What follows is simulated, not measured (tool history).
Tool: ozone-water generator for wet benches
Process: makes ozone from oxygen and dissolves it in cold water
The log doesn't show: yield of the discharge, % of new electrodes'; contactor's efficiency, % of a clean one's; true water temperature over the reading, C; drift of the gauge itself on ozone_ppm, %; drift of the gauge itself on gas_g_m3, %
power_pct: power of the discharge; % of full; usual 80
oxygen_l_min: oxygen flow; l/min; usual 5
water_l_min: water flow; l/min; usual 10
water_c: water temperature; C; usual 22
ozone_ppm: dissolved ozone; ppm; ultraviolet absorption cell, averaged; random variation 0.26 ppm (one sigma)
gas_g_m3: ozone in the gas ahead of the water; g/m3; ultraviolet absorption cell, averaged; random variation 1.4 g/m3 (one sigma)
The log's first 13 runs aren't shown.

run    hour  power_pct  oxygen_l_min  water_l_min  water_c  hours of work since the electrodes were changed  hours of work since the contactor was cleaned  hours of work since the thermometer was calibrated  ozone_ppm  gas_g_m3
 14  1899.8         80             5           14       22                                             4105                                           3934                                                2774         30     249.3
     1911.3  -- water thermometer calibrated
 15  1994.9         80             5           14       22                                             4169                                           3999                                                  57       30.2     247.3
 16  2141.5         80             5           14       22                                             4268                                           4098                                                 156       29.7     248.2
 17  2274.1         80          4.32           10       22                                             4358                                           4187                                                 245       37.6     273.6
 18  2387.7         45          3.26           10       18                                             4435                                           4264                                                 322       27.2     206.1
     2535.4  -- water thermometer calibrated, once more
 19    2575         80             5           11       22                                             4561                                           4391                                                  27       34.4     248.7
 20  2749.1         48          8.91           10       22                                             4679                                           4508                                                 145       18.8     110.4
 21  2888.9         48          8.91           10       15                                             4774                                           4603                                                 239       22.5     109.3
 22  3080.3         56          4.22           10       22                                             4903                                           4732                                                 369       28.1     205.7
 23  3235.5         56          4.22            7       16                                             5008                                           4837                                                 474       37.7     207.3
       3349  -- contactor cleaned
 24  3435.1         62          4.29           10       28                                             5140                                             58                                                 606       27.4     218.9
 25  3539.8         62          4.29           10       23                                             5211                                            129                                                 677       30.3     220.4
 26  3711.3         62          4.29           10       23                                             5327                                            245                                                 793       30.2     219.9
 27  3916.6         62          4.29           10       23                                             5466                                            384                                                 932       30.6     216.4
 28  4114.7         62          4.29           10       23                                             5600                                            518                                                1066       30.6     219.8
 29  4292.9         80          7.49           10       22                                             5721                                            638                                                1186       31.4     183.3
 30  4469.2         80             5           10       19                                             5840                                            758                                                1305         38     244.4
 31  4646.1         80          5.17           10       19                                             5959                                            877                                                1425       37.2     235.4
 32    4848         80          5.17           10       19                                             6096                                           1014                                                1562       37.8     233.9
 33  4959.4         90          2.79            7       15                                             6171                                           1089                                                1637       63.3     392.2

3 ways to go on from here, each from the tool as it stands after run 33. What would each give?
  A  5150.5         80          4.77           10       22                                             6301                                           1219                                                1766          ?         ?
  B  5150.5         90          2.76            7       15                                             6301                                           1219                                                1766          ?         ?
  C  5150.5         80          5.22           16       16                                             6301                                           1219                                                1766          ?         ?

run  ozone_ppm  gas_g_m3
  A       36.3     245.6
  B       63.1     396.2
  C       30.3     234.8
Without the tool's hidden state the same runs would have given:
run  ozone_ppm  gas_g_m3
  A       40.3       270
  B       70.6     439.2
  C       33.6     258.2

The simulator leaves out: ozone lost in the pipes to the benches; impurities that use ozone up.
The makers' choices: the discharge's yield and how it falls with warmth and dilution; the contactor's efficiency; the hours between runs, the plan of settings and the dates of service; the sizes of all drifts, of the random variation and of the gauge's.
